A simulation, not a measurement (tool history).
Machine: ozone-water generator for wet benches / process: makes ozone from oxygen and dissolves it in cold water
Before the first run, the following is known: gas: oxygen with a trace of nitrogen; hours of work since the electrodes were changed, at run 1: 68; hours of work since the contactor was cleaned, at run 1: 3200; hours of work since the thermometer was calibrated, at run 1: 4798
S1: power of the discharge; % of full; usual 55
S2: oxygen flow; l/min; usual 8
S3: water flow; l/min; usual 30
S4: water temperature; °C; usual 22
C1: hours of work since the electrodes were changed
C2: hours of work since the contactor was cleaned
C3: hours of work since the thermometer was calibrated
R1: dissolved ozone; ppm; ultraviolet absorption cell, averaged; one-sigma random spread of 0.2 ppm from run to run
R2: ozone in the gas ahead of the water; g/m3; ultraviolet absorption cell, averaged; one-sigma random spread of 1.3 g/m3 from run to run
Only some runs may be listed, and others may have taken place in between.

run,hour,S1,S2,S3,S4,C1,C2,C3,R1,R2
1,0,55,8,30,22,68,3200,4798,27,237.4
2,30.8,55,5.21,30,22,97,3229,4827,28.2,319.2
3,54.6,62,8,30,22,120,3252,4850,29,258
4,72.7,62,8,30,22,137,3269,4867,28.9,258.1
5,104.6,55,8,30,22,168,3300,4898,27,237.5
6,126.8,55,8,30,22,189,3321,4919,27.2,238.6
7,147.8,55,8,30,22,209,3341,4939,27.2,237.8
8,170.2,55,8.18,30,22,230,3362,4961,27,235.8
9,203.4,55,8.18,30,22,262,3394,4992,27.1,236.9
10,226,55,8,30,22,284,3416,5014,26.8,237
11,241.7,55,8,30,22,299,3431,5029,27.1,238
12,258,55,8,30,22,314,3446,5045,27,237.7
# hour 293.1: water thermometer calibrated
13,293.4,55,8,30,22,348,3480,0,26.9,236.6
14,311.9,55,8,30,22,365,3497,18,26.8,239.2
15,337.8,55,8,30,22,390,3522,43,27,236.8
16,355,55,8,30,22,406,3538,59,27,237.5
17,381.7,55,8,30,22,432,3564,85,26.9,238.4
18,416.6,45,11.49,18,17,465,3597,118,32.5,165.8
# hour 428.3: water thermometer calibrated, once more
19,450.6,52,9.44,30,22,497,3629,21,25.4,205.3
20,478,95,6.33,47,27,524,3656,47,25.4,388.5
21,493.1,95,6.33,47,27,538,3670,62,25.3,386.2
22,515.9,88,4.89,24,27,560,3692,84,41.5,439.6
23,536.3,48,4.87,23,30,579,3711,103,27.8,302.7
24,559,48,4.87,23,30,601,3733,125,28.2,300
25,575.7,48,4.87,23,30,617,3749,141,27.9,300
26,593.3,48,4.87,23,30,634,3766,158,27.9,301.7
27,627,55,8,30,18,666,3798,190,28.4,235.2
28,642.2,55,8,30,18,681,3813,204,28.1,237.4
29,662.1,56,8,30,18,700,3832,223,28.5,242.2
30,690,85,8,31,19,726,3858,250,35.6,306.1
31,706.4,85,8,31,19,742,3874,266,35.7,309.5
32,729.3,44,11.71,24,21,764,3896,288,25.3,159.5
33,747,84,11.71,24,21,781,3913,305,37.3,240

Below are 3 alternative next runs, each starting from the tool's condition after run 33. Predict each:
A,764,99,5.56,24,24,797,3929,321,?,?
B,764,68,4.39,24,21,797,3929,321,?,?
C,764,55,8.02,30,22,797,3929,321,?,?

run,R1,R2
A,45.5,429.9
B,38.6,398.9
C,26.7,235.8
Without the tool's unlogged condition, the same runs would have read:
run,R1,R2
A,47.8,441.5
B,40.3,407.6
C,27.9,240.3

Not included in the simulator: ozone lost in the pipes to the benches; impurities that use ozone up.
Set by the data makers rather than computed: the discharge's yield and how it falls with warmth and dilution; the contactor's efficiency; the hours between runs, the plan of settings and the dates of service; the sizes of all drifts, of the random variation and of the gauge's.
